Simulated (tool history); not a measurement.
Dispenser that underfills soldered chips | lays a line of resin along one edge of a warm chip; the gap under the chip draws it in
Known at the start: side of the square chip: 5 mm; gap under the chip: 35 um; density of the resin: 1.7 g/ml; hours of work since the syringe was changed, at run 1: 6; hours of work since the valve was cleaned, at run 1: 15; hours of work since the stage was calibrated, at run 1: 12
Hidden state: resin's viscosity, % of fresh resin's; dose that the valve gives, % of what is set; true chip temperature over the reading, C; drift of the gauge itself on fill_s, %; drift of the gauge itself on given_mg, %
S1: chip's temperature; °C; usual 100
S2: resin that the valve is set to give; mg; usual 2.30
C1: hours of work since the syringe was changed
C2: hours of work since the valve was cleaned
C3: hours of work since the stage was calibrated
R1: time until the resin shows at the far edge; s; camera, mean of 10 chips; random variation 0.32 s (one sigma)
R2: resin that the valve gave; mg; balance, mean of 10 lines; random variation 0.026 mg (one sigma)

run 1 hour=0.0 | S1=100 S2=2.30 | C1=6 C2=15 C3=12 | R1=18.1 R2=2.26
-- hour=1.8 new syringe of resin
run 2 hour=4.5 | S1=100 S2=2.54 | C1=2 C2=17 C3=15 | R1=14.5 R2=2.52
run 3 hour=7.0 | S1=100 S2=2.54 | C1=3 C2=19 C3=17 | R1=16.6 R2=2.46
run 4 hour=10.6 | S1=100 S2=2.30 | C1=6 C2=21 C3=19 | R1=19.0 R2=2.23
-- hour=12.9 new syringe of resin
run 5 hour=15.0 | S1=100 S2=2.30 | C1=1 C2=24 C3=22 | R1=13.5 R2=2.25
run 6 hour=18.1 | S1=100 S2=2.30 | C1=3 C2=26 C3=24 | R1=15.9 R2=2.29
run 7 hour=21.6 | S1=100 S2=2.30 | C1=6 C2=28 C3=26 | R1=18.0 R2=2.26
-- hour=24.0 new syringe of resin
run 8 hour=25.8 | S1=87 S2=2.79 | C1=1 C2=31 C3=29 | R1=20.7 R2=2.70
run 9 hour=29.6 | S1=108 S2=2.95 | C1=4 C2=34 C3=31 | R1=12.1 R2=2.89
run 10 hour=32.0 | S1=108 S2=2.95 | C1=5 C2=35 C3=33 | R1=14.1 R2=2.90
run 11 hour=34.5 | S1=87 S2=2.30 | C1=7 C2=37 C3=34 | R1=31.1 R2=2.24
-- hour=35.0 new syringe of resin
run 12 hour=37.0 | S1=102 S2=2.16 | C1=1 C2=38 C3=36 | R1=12.7 R2=2.09

Forecast each of these 3 alternatives for the next run:
run A hour=40.4 | S1=90 S2=2.30 | C1=4 C2=41 C3=38 | R1=? R2=?
run B hour=40.4 | S1=93 S2=2.89 | C1=4 C2=41 C3=38 | R1=? R2=?
run C hour=40.4 | S1=97 S2=2.78 | C1=4 C2=41 C3=38 | R1=? R2=?

run=A R1=22.6 R2=2.20
run=B R1=19.6 R2=2.81
run=C R1=17.5 R2=2.72
Without the tool's hidden state the same runs would have given:
run=A R1=17.2 R2=2.28
run=B R1=15.1 R2=2.92
run=C R1=13.5 R2=2.82
